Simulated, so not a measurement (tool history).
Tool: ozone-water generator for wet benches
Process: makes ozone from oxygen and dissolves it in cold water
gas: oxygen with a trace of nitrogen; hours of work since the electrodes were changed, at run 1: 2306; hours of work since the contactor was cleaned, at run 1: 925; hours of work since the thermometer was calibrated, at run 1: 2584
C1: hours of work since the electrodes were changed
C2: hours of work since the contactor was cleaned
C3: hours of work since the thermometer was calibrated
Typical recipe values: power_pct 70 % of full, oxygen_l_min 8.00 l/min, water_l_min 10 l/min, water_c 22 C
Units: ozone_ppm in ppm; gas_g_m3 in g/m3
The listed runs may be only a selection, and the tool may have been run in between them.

{"run": 1, "hour": 0.0, "power_pct": 70, "oxygen_l_min": 8.0, "water_l_min": 10, "water_c": 22, "C1": 2306, "C2": 925, "C3": 2584, "ozone_ppm": 23.0, "gas_g_m3": 164.2}
{"run": 2, "hour": 63.0, "power_pct": 70, "oxygen_l_min": 8.0, "water_l_min": 10, "water_c": 22, "C1": 2353, "C2": 972, "C3": 2631, "ozone_ppm": 23.0, "gas_g_m3": 164.4}
{"run": 3, "hour": 118.3, "power_pct": 70, "oxygen_l_min": 8.0, "water_l_min": 13, "water_c": 22, "C1": 2394, "C2": 1013, "C3": 2672, "ozone_ppm": 20.1, "gas_g_m3": 164.1}
{"run": 4, "hour": 194.4, "power_pct": 70, "oxygen_l_min": 8.0, "water_l_min": 13, "water_c": 22, "C1": 2450, "C2": 1070, "C3": 2728, "ozone_ppm": 20.3, "gas_g_m3": 163.7}
{"run": 5, "hour": 262.4, "power_pct": 70, "oxygen_l_min": 8.0, "water_l_min": 13, "water_c": 22, "C1": 2501, "C2": 1121, "C3": 2779, "ozone_ppm": 20.1, "gas_g_m3": 165.9}
{"run": 6, "hour": 328.7, "power_pct": 70, "oxygen_l_min": 8.0, "water_l_min": 13, "water_c": 22, "C1": 2551, "C2": 1170, "C3": 2829, "ozone_ppm": 20.2, "gas_g_m3": 163.8}
{"run": 7, "hour": 401.7, "power_pct": 70, "oxygen_l_min": 8.0, "water_l_min": 9, "water_c": 22, "C1": 2605, "C2": 1225, "C3": 2883, "ozone_ppm": 23.6, "gas_g_m3": 164.5}
{"run": 8, "hour": 448.8, "power_pct": 70, "oxygen_l_min": 8.0, "water_l_min": 10, "water_c": 22, "C1": 2640, "C2": 1260, "C3": 2918, "ozone_ppm": 22.9, "gas_g_m3": 164.4}
{"run": 9, "hour": 508.9, "power_pct": 70, "oxygen_l_min": 11.46, "water_l_min": 10, "water_c": 22, "C1": 2685, "C2": 1304, "C3": 2963, "ozone_ppm": 20.6, "gas_g_m3": 136.5}
{"run": 10, "hour": 549.2, "power_pct": 70, "oxygen_l_min": 11.46, "water_l_min": 10, "water_c": 22, "C1": 2715, "C2": 1334, "C3": 2993, "ozone_ppm": 20.5, "gas_g_m3": 136.8}
{"run": 11, "hour": 598.2, "power_pct": 70, "oxygen_l_min": 11.46, "water_l_min": 10, "water_c": 22, "C1": 2751, "C2": 1371, "C3": 3029, "ozone_ppm": 20.2, "gas_g_m3": 135.1}
{"run": 12, "hour": 641.2, "power_pct": 57, "oxygen_l_min": 8.44, "water_l_min": 8, "water_c": 22, "C1": 2783, "C2": 1403, "C3": 3061, "ozone_ppm": 22.0, "gas_g_m3": 143.9}
{"run": 13, "hour": 685.1, "power_pct": 57, "oxygen_l_min": 8.44, "water_l_min": 8, "water_c": 22, "C1": 2816, "C2": 1436, "C3": 3094, "ozone_ppm": 21.8, "gas_g_m3": 140.8}
{"run": 14, "hour": 726.6, "power_pct": 44, "oxygen_l_min": 5.9, "water_l_min": 10, "water_c": 15, "C1": 2847, "C2": 1467, "C3": 3125, "ozone_ppm": 21.7, "gas_g_m3": 148.8}
{"run": 15, "hour": 800.7, "power_pct": 81, "oxygen_l_min": 6.46, "water_l_min": 9, "water_c": 15, "C1": 2902, "C2": 1522, "C3": 3180, "ozone_ppm": 32.1, "gas_g_m3": 201.3}

3 ways to go on from here, each from the tool as it stands after run 15. What would each give?
{"run": "A", "hour": 843.9, "power_pct": 70, "oxygen_l_min": 13.96, "water_l_min": 11, "water_c": 15, "C1": 2934, "C2": 1554, "C3": 3212, "ozone_ppm": "?", "gas_g_m3": "?"}
{"run": "B", "hour": 843.9, "power_pct": 81, "oxygen_l_min": 6.46, "water_l_min": 9, "water_c": 19, "C1": 2934, "C2": 1554, "C3": 3212, "ozone_ppm": "?", "gas_g_m3": "?"}
{"run": "C", "hour": 843.9, "power_pct": 46, "oxygen_l_min": 8.0, "water_l_min": 10, "water_c": 14, "C1": 2934, "C2": 1554, "C3": 3212, "ozone_ppm": "?", "gas_g_m3": "?"}

run=A ozone_ppm=22.0 gas_g_m3=124.6
run=B ozone_ppm=29.4 gas_g_m3=203.1
run=C ozone_ppm=21.4 gas_g_m3=128.6
With no hidden state in the tool, these same runs would have given:
run=A ozone_ppm=22.1 gas_g_m3=123.4
run=B ozone_ppm=29.4 gas_g_m3=201.2
run=C ozone_ppm=21.4 gas_g_m3=127.4
